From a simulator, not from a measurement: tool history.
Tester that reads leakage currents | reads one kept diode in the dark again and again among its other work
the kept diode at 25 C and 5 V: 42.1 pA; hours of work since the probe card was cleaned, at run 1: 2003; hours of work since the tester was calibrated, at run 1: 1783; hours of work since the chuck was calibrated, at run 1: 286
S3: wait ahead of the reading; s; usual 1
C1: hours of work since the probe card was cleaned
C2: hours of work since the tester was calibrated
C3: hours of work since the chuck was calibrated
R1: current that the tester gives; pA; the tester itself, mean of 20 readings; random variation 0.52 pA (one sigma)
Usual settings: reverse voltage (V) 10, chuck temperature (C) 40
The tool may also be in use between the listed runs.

{"run": 1, "hour": 0.0, "reverse voltage (V)": 10, "chuck temperature (C)": 40, "S3": 1, "C1": 2003, "C2": 1783, "C3": 286, "R1": 182.73}
{"run": 2, "hour": 86.9, "reverse voltage (V)": 10, "chuck temperature (C)": 40, "S3": 1, "C1": 2039, "C2": 1820, "C3": 323, "R1": 183.85}
{"run": 3, "hour": 200.3, "reverse voltage (V)": 10, "chuck temperature (C)": 45, "S3": 1, "C1": 2087, "C2": 1868, "C3": 371, "R1": 254.12}
{"run": 4, "hour": 284.4, "reverse voltage (V)": 10, "chuck temperature (C)": 40, "S3": 0.4, "C1": 2123, "C2": 1904, "C3": 407, "R1": 187}
{"run": 5, "hour": 403.1, "reverse voltage (V)": 10, "chuck temperature (C)": 40, "S3": 0.4, "C1": 2173, "C2": 1954, "C3": 457, "R1": 188.31}
{"run": 6, "hour": 476.9, "reverse voltage (V)": 10, "chuck temperature (C)": 40, "S3": 0.4, "C1": 2204, "C2": 1985, "C3": 488, "R1": 188.5}
{"run": 7, "hour": 557.7, "reverse voltage (V)": 10, "chuck temperature (C)": 40, "S3": 1, "C1": 2239, "C2": 2020, "C3": 522, "R1": 187.38}
{"run": 8, "hour": 632.9, "reverse voltage (V)": 10, "chuck temperature (C)": 40, "S3": 1, "C1": 2271, "C2": 2051, "C3": 554, "R1": 187.08}
{"run": 9, "hour": 701.9, "reverse voltage (V)": 10, "chuck temperature (C)": 40, "S3": 1, "C1": 2300, "C2": 2081, "C3": 584, "R1": 188}
{"hour": 773.6, "done": "chuck's temperature calibrated"}
{"run": 10, "hour": 828.1, "reverse voltage (V)": 17.7, "chuck temperature (C)": 54, "S3": 1.47, "C1": 2352, "C2": 2133, "C3": 23, "R1": 575.11}
{"run": 11, "hour": 920.0, "reverse voltage (V)": 17.7, "chuck temperature (C)": 54, "S3": 1.47, "C1": 2391, "C2": 2172, "C3": 62, "R1": 576.41}
{"run": 12, "hour": 1029.4, "reverse voltage (V)": 17.7, "chuck temperature (C)": 54, "S3": 1.47, "C1": 2438, "C2": 2219, "C3": 108, "R1": 579.26}
{"run": 13, "hour": 1090.2, "reverse voltage (V)": 17.7, "chuck temperature (C)": 54, "S3": 1.47, "C1": 2463, "C2": 2244, "C3": 134, "R1": 578.52}
{"run": 14, "hour": 1180.8, "reverse voltage (V)": 17.7, "chuck temperature (C)": 54, "S3": 1.47, "C1": 2502, "C2": 2283, "C3": 172, "R1": 582.82}
{"run": 15, "hour": 1260.7, "reverse voltage (V)": 17.7, "chuck temperature (C)": 26, "S3": 5.72, "C1": 2536, "C2": 2316, "C3": 206, "R1": 101.13}
{"run": 16, "hour": 1356.5, "reverse voltage (V)": 17.7, "chuck temperature (C)": 26, "S3": 5.72, "C1": 2576, "C2": 2357, "C3": 247, "R1": 102.12}

Forecast each of these 5 alternatives for the next run:
{"run": "A", "hour": 1451.6, "reverse voltage (V)": 17.7, "chuck temperature (C)": 26, "S3": 0.84, "C1": 2616, "C2": 2397, "C3": 287, "R1": "?"}
{"run": "B", "hour": 1451.6, "reverse voltage (V)": 1.9, "chuck temperature (C)": 25, "S3": 0.35, "C1": 2616, "C2": 2397, "C3": 287, "R1": "?"}
{"run": "C", "hour": 1451.6, "reverse voltage (V)": 4.2, "chuck temperature (C)": 33, "S3": 1.23, "C1": 2616, "C2": 2397, "C3": 287, "R1": "?"}
{"run": "D", "hour": 1451.6, "reverse voltage (V)": 17.7, "chuck temperature (C)": 42, "S3": 1.73, "C1": 2616, "C2": 2397, "C3": 287, "R1": "?"}
{"run": "E", "hour": 1451.6, "reverse voltage (V)": 10, "chuck temperature (C)": 27, "S3": 3.56, "C1": 2616, "C2": 2397, "C3": 287, "R1": "?"}

run=A R1=104.7
run=B R1=29.33
run=C R1=74.93
run=D R1=281.16
run=E R1=79.18
Without the tool's hidden state the same runs would have given:
run=A R1=87
run=B R1=27.11
run=C R1=69.85
run=D R1=260.43
run=E R1=68.82
